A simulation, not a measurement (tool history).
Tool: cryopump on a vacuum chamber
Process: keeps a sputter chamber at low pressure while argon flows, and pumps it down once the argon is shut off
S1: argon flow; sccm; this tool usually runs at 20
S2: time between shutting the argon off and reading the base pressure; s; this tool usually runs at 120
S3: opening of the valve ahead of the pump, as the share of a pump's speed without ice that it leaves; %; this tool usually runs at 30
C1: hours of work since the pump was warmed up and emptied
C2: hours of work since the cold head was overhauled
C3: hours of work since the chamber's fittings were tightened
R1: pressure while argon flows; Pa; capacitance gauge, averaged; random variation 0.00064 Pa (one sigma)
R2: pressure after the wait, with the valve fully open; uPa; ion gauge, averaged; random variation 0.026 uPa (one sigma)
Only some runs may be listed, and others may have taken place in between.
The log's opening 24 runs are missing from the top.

run	hour	S1	S2	S3	C1	C2	C3	R1	R2
25	768.0	9	25	26	140	667	1363	0.0530	6.98
26	807.0	9	60	26	167	694	1390	0.0534	4.42
27	845.4	14	30	30	193	720	1416	0.0716	6.29
28	883.6	11	120	55	219	747	1442	0.0329	3.76
29	908.8	9	120	17	237	764	1460	0.0806	3.75
# hour 931.0: leaking fittings of the chamber tightened, without venting
30	952.6	24	129	30	265	793	15	0.1258	1.17
31	978.7	12	120	49	283	811	33	0.0398	1.19
32	1024.9	12	120	49	315	843	65	0.0403	1.32
33	1072.4	20	234	37	348	875	97	0.0868	0.98
34	1106.4	32	27	20	371	899	121	0.2500	4.38
35	1135.1	20	31	30	391	918	140	0.1070	3.90

Here are 3 independent what-if runs from the current tool condition. What would each one return?
A	1170.9	20	31	28	416	943	165	?	?
B	1170.9	29	285	58	416	943	165	?	?
C	1170.9	39	32	24	416	943	165	?	?

run	R1	R2
A	0.1124	4.02
B	0.0844	1.02
C	0.2570	3.93
With no hidden state in the tool, these same runs would have given:
run	R1	R2
A	0.1056	3.63
B	0.0745	0.63
C	0.2437	3.54
